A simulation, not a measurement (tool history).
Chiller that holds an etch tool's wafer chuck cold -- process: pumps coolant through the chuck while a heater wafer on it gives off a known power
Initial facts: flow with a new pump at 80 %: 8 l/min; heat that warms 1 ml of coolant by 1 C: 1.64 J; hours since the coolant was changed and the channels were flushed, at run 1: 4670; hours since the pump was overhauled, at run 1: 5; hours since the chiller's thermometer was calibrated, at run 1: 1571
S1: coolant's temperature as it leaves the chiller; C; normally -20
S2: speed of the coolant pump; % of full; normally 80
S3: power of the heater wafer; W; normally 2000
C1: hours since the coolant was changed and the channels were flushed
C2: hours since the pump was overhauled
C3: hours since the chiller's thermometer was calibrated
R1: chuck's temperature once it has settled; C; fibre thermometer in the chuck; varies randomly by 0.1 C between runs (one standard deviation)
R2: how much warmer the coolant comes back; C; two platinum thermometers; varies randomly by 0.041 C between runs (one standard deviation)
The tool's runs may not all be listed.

Run 1, hour 0: usual settings; C1 4670; C2 5; C3 1571. Result: R1 -3.7 C, R2 9.19 C.
Run 2, hour 29.5: usual settings; C1 4700; C2 34; C3 1601. Result: R1 -3.4 C, R2 9.17 C.
Run 3, hour 46.3: usual settings; C1 4717; C2 51; C3 1618. Result: R1 -3.7 C, R2 9.04 C.
Run 4, hour 68.2: usual settings but S3 2650 W; C1 4739; C2 73; C3 1640. Result: R1 1.7 C, R2 12.08 C.
Run 5, hour 86.3: usual settings but S3 2650 W; C1 4757; C2 91; C3 1658. Result: R1 1.6 C, R2 12.07 C.
Run 6, hour 100.9: usual settings but S3 2650 W; C1 4771; C2 106; C3 1672. Result: R1 1.8 C, R2 12.06 C.
Run 7, hour 126.5: usual settings but S3 2650 W; C1 4797; C2 131; C3 1698. Result: R1 1.5 C, R2 12.09 C.
Run 8, hour 148.8: usual settings but S3 2650 W; C1 4819; C2 153; C3 1720. Result: R1 1.7 C, R2 12.05 C.
Run 9, hour 170.8: usual settings but S3 2650 W; C1 4841; C2 175; C3 1742. Result: R1 1.7 C, R2 12.15 C.
Run 10, hour 192.7: usual settings but S3 2650 W; C1 4863; C2 197; C3 1764. Result: R1 1.8 C, R2 12.1 C.
Run 11, hour 207.9: usual settings but S3 2650 W; C1 4878; C2 213; C3 1779. Result: R1 1.8 C, R2 12.04 C.
Run 12, hour 234.3: usual settings but S3 2650 W; C1 4905; C2 239; C3 1806. Result: R1 1.8 C, R2 12.09 C.
Run 13, hour 251.9: usual settings but S3 2620 W; C1 4922; C2 257; C3 1823. Result: R1 1.4 C, R2 11.88 C.
At hour 254.9: chiller's thermometer calibrated.
Run 14, hour 280.7: usual settings but S3 2620 W; C1 4950; C2 284; C3 26. Result: R1 1.6 C, R2 11.99 C.
Run 15, hour 293.5: usual settings but S2 82 % of full, S3 2620 W; C1 4963; C2 297; C3 39. Result: R1 1.1 C, R2 11.62 C.
Run 16, hour 317.3: usual settings but S1 -14 C, S2 90 % of full, S3 2107 W; C1 4987; C2 321; C3 62. Result: R1 2 C, R2 8.63 C.
Run 17, hour 340.3: usual settings but S1 -14 C, S2 90 % of full, S3 2107 W; C1 5010; C2 344; C3 85. Result: R1 2 C, R2 8.48 C.
Run 18, hour 365.5: usual settings but S1 -14 C, S2 90 % of full, S3 2107 W; C1 5035; C2 369; C3 111. Result: R1 2 C, R2 8.65 C.
Run 19, hour 389.4: usual settings but S1 -14 C, S2 90 % of full, S3 2107 W; C1 5059; C2 393; C3 135. Result: R1 2.2 C, R2 8.64 C.
At hour 393.7: chiller's thermometer calibrated, once more.
Run 20, hour 407.2: usual settings but S1 -14 C, S2 90 % of full, S3 2107 W; C1 5076; C2 410; C3 13. Result: R1 1.9 C, R2 8.59 C.
Run 21, hour 423.4: usual settings but S1 -14 C, S2 100 % of full, S3 2107 W; C1 5092; C2 426; C3 30. Result: R1 0.8 C, R2 7.86 C.
Run 22, hour 440.4: usual settings but S1 -13 C, S3 1485 W; C1 5109; C2 443; C3 47. Result: R1 -0.6 C, R2 6.87 C.
Run 23, hour 459.5: usual settings but S1 -17 C, S3 1218 W; C1 5128; C2 462; C3 66. Result: R1 -7 C, R2 5.65 C.
Run 24, hour 475.8: usual settings but S1 -28 C, S3 2272 W; C1 5144; C2 478; C3 82. Result: R1 -9.2 C, R2 10.5 C.

Each run again, without the hidden state but with its own random variation kept:
The hidden state here: heat passed by the chuck's channels, % of clean ones'; flow at a given pump speed, % of a new pump's; coolant's true temperature over the reading, C; drift of the gauge itself on chuck_c, C; drift of the gauge itself on warmer_back_c, C.
run     R1
  1   -5.1
  2   -4.9
  3   -5.2
  4   -0.2
  5   -0.3
  6   -0.2
  7   -0.4
  8   -0.3
  9   -0.3
 10   -0.2
 11   -0.2
 12   -0.2
 13   -0.6
 14   -0.5
 15   -0.9
 16    0.4
 17    0.4
 18    0.3
 19    0.5
 20    0.4
 21   -0.7
 22   -1.9
 23   -8.1
 24  -11.1
R2: at most 0.04 C away from the measurement, every run.
